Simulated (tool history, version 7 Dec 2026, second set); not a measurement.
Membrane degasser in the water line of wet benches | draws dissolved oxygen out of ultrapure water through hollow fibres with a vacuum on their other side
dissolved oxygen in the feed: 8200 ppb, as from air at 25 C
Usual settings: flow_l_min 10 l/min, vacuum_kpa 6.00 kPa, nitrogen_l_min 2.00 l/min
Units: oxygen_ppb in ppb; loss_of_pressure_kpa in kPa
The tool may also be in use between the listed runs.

| run | hour | flow_l_min | vacuum_kpa | nitrogen_l_min | oxygen_ppb | loss_of_pressure_kpa |
|---|---|---|---|---|---|---|
| 1 | 0.0 | 10 | 6.00 | 2.00 | 58.0 | 48.60 |
| 2 | 29.2 | 10 | 6.00 | 2.00 | 57.1 | 48.98 |
| 3 | 57.5 | 10 | 6.00 | 1.82 | 62.1 | 48.72 |
| 4 | 100.6 | 10 | 6.00 | 2.00 | 57.0 | 48.83 |
| 5 | 123.1 | 10 | 6.00 | 2.00 | 58.8 | 48.99 |
| 6 | 159.5 | 12 | 6.00 | 2.00 | 75.0 | 58.52 |
| 7 | 181.0 | 10 | 6.00 | 2.00 | 59.1 | 48.59 |
| 8 | 218.0 | 10 | 6.00 | 2.00 | 58.2 | 48.91 |
|  | 222.6 | vacuum gauge calibrated |
| 9 | 266.4 | 10 | 6.00 | 2.00 | 58.9 | 48.60 |
| 10 | 311.3 | 10 | 6.00 | 2.00 | 58.6 | 49.17 |
|  | 320.7 | vacuum gauge calibrated, once more |
| 11 | 354.3 | 13 | 6.00 | 2.00 | 82.0 | 63.45 |
| 12 | 393.7 | 13 | 6.00 | 2.00 | 81.3 | 63.49 |
| 13 | 418.8 | 10 | 6.00 | 2.00 | 55.7 | 48.87 |
| 14 | 441.3 | 10 | 6.00 | 2.00 | 53.2 | 48.85 |
| 15 | 472.1 | 10 | 4.07 | 1.71 | 33.4 | 48.86 |
| 16 | 499.2 | 10 | 4.48 | 3.55 | 30.1 | 49.12 |
| 17 | 545.9 | 12 | 6.00 | 0.85 | 122.5 | 58.51 |
| 18 | 572.1 | 15 | 13.51 | 2.19 | 220.9 | 73.05 |
| 19 | 600.7 | 10 | 6.00 | 1.79 | 59.6 | 48.99 |
| 20 | 631.0 | 11 | 13.75 | 1.79 | 183.7 | 54.08 |
| 21 | 657.2 | 11 | 13.75 | 1.79 | 182.4 | 53.69 |
| 22 | 682.0 | 11 | 4.61 | 4.59 | 34.7 | 54.06 |
| 23 | 723.9 | 11 | 6.35 | 0.90 | 116.2 | 54.24 |
| 24 | 757.3 | 11 | 6.35 | 0.90 | 117.2 | 54.17 |
| 25 | 788.3 | 12 | 6.35 | 1.29 | 103.3 | 59.13 |
| 26 | 838.2 | 12 | 6.35 | 1.29 | 103.3 | 59.17 |
| 27 | 879.1 | 12 | 4.59 | 4.96 | 41.4 | 59.28 |
| 28 | 905.9 | 7 | 3.78 | 0.85 | 20.4 | 34.27 |

Forecast each of these 5 alternatives for the next run:
| A | 940.0 | 8 | 6.87 | 5.68 | ? | ? |
| B | 940.0 | 7 | 4.73 | 0.85 | ? | ? |
| C | 940.0 | 10 | 8.31 | 1.01 | ? | ? |
| D | 940.0 | 12 | 13.77 | 2.03 | ? | ? |
| E | 940.0 | 7 | 9.56 | 5.81 | ? | ? |

| run | oxygen_ppb | loss_of_pressure_kpa |
|---|---|---|
| A | 25.1 | 39.26 |
| B | 38.8 | 34.19 |
| C | 140.7 | 49.02 |
| D | 184.1 | 59.20 |
| E | 28.8 | 34.50 |
Without the tool's hidden state the same runs would have given:
| run | oxygen_ppb | loss_of_pressure_kpa |
|---|---|---|
| A | 23.9 | 38.75 |
| B | 37.5 | 33.74 |
| C | 137.7 | 48.38 |
| D | 180.2 | 58.43 |
| E | 27.7 | 34.05 |

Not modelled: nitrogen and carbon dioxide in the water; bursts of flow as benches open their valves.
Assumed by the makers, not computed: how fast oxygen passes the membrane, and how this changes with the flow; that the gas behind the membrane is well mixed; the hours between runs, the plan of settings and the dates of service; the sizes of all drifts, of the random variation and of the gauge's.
